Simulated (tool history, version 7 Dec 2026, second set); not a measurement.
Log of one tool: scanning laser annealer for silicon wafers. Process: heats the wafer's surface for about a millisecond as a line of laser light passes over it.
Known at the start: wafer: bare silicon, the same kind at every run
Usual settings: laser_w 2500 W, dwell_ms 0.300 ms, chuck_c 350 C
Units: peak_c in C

run 1 hour=0.0 | laser_w=2500 dwell_ms=0.300 chuck_c=350 | peak_c=1049
run 2 hour=15.3 | laser_w=2500 dwell_ms=0.300 chuck_c=350 | peak_c=1053
run 3 hour=25.9 | laser_w=2500 dwell_ms=0.300 chuck_c=350 | peak_c=1047
run 4 hour=41.3 | laser_w=2500 dwell_ms=0.300 chuck_c=350 | peak_c=1047
run 5 hour=54.2 | laser_w=2500 dwell_ms=0.300 chuck_c=350 | peak_c=1043
run 6 hour=65.7 | laser_w=2500 dwell_ms=0.300 chuck_c=350 | peak_c=1044
run 7 hour=80.6 | laser_w=2500 dwell_ms=0.300 chuck_c=350 | peak_c=1047
run 8 hour=103.8 | laser_w=2500 dwell_ms=0.300 chuck_c=350 | peak_c=1042
run 9 hour=116.5 | laser_w=2500 dwell_ms=0.300 chuck_c=350 | peak_c=1040
run 10 hour=130.9 | laser_w=2500 dwell_ms=0.300 chuck_c=319 | peak_c=1010
run 11 hour=149.5 | laser_w=2500 dwell_ms=0.300 chuck_c=319 | peak_c=1006
run 12 hour=171.4 | laser_w=2500 dwell_ms=0.300 chuck_c=319 | peak_c=1009
run 13 hour=181.5 | laser_w=2500 dwell_ms=0.300 chuck_c=319 | peak_c=1003
run 14 hour=209.9 | laser_w=2500 dwell_ms=0.300 chuck_c=355 | peak_c=1042
run 15 hour=224.4 | laser_w=2500 dwell_ms=0.300 chuck_c=350 | peak_c=1035
run 16 hour=238.5 | laser_w=2500 dwell_ms=0.300 chuck_c=325 | peak_c=1009
run 17 hour=257.2 | laser_w=2500 dwell_ms=0.300 chuck_c=325 | peak_c=1006
run 18 hour=269.2 | laser_w=2500 dwell_ms=0.300 chuck_c=350 | peak_c=1027
run 19 hour=287.8 | laser_w=2500 dwell_ms=0.300 chuck_c=344 | peak_c=1024
run 20 hour=311.3 | laser_w=2580 dwell_ms=0.300 chuck_c=344 | peak_c=1054
run 21 hour=326.6 | laser_w=2580 dwell_ms=0.300 chuck_c=344 | peak_c=1051
run 22 hour=349.7 | laser_w=2580 dwell_ms=0.378 chuck_c=363 | peak_c=1175
run 23 hour=361.4 | laser_w=2580 dwell_ms=0.378 chuck_c=363 | peak_c=1169
run 24 hour=377.2 | laser_w=2500 dwell_ms=0.319 chuck_c=350 | peak_c=1052
run 25 hour=396.8 | laser_w=2500 dwell_ms=0.319 chuck_c=350 | peak_c=1100
run 26 hour=419.0 | laser_w=2544 dwell_ms=0.370 chuck_c=341 | peak_c=1172
run 27 hour=443.6 | laser_w=2500 dwell_ms=0.336 chuck_c=350 | peak_c=1121
run 28 hour=465.2 | laser_w=2500 dwell_ms=0.336 chuck_c=350 | peak_c=1123
run 29 hour=485.9 | laser_w=2704 dwell_ms=0.261 chuck_c=370 | peak_c=1097
run 30 hour=510.0 | laser_w=2704 dwell_ms=0.261 chuck_c=370 | peak_c=1095
run 31 hour=534.7 | laser_w=2500 dwell_ms=0.263 chuck_c=350 | peak_c=1012
run 32 hour=553.6 | laser_w=2211 dwell_ms=0.293 chuck_c=360 | peak_c=969
run 33 hour=577.5 | laser_w=2211 dwell_ms=0.293 chuck_c=360 | peak_c=967
run 34 hour=599.9 | laser_w=2144 dwell_ms=0.275 chuck_c=350 | peak_c=911
run 35 hour=618.6 | laser_w=2141 dwell_ms=0.267 chuck_c=350 | peak_c=903
run 36 hour=633.2 | laser_w=2141 dwell_ms=0.267 chuck_c=350 | peak_c=901
run 37 hour=650.6 | laser_w=2500 dwell_ms=0.239 chuck_c=350 | peak_c=972
run 38 hour=666.3 | laser_w=2500 dwell_ms=0.239 chuck_c=350 | peak_c=971
run 39 hour=690.2 | laser_w=2500 dwell_ms=0.337 chuck_c=350 | peak_c=1109
run 40 hour=705.4 | laser_w=2218 dwell_ms=0.326 chuck_c=313 | peak_c=955

Not shown: 3 entries that the log had between the listed runs. Between which runs, and how does the tool's hidden state differ before and after?
Between runs 13 and 14: optics aligned, line set to its width (hour 188.4)
  light that passes the window, % of a clean one's: 95.94 -> 95.81; laser's true power over the reading, %: -0.28 -> -0.29; width of the line over the set one, %: 0.8 -> 1.17
  measured less the result without the state, peak_c: -41 -> -44 C
Between runs 19 and 20: optics aligned, line set to its width, once more (hour 311.3)
  light that passes the window, % of a clean one's: 95.31 -> 95.19; laser's true power over the reading, %: -0.31 -> -0.32; width of the line over the set one, %: 1.27 -> 0.03
  measured less the result without the state, peak_c: -49 -> -46 C
Between runs 24 and 25: window over the wafer cleaned (hour 394.6)
  light that passes the window, % of a clean one's: 94.77 -> 99.97; width of the line over the set one, %: 0.11 -> 0.14
  measured less the result without the state, peak_c: -51 -> -4 C

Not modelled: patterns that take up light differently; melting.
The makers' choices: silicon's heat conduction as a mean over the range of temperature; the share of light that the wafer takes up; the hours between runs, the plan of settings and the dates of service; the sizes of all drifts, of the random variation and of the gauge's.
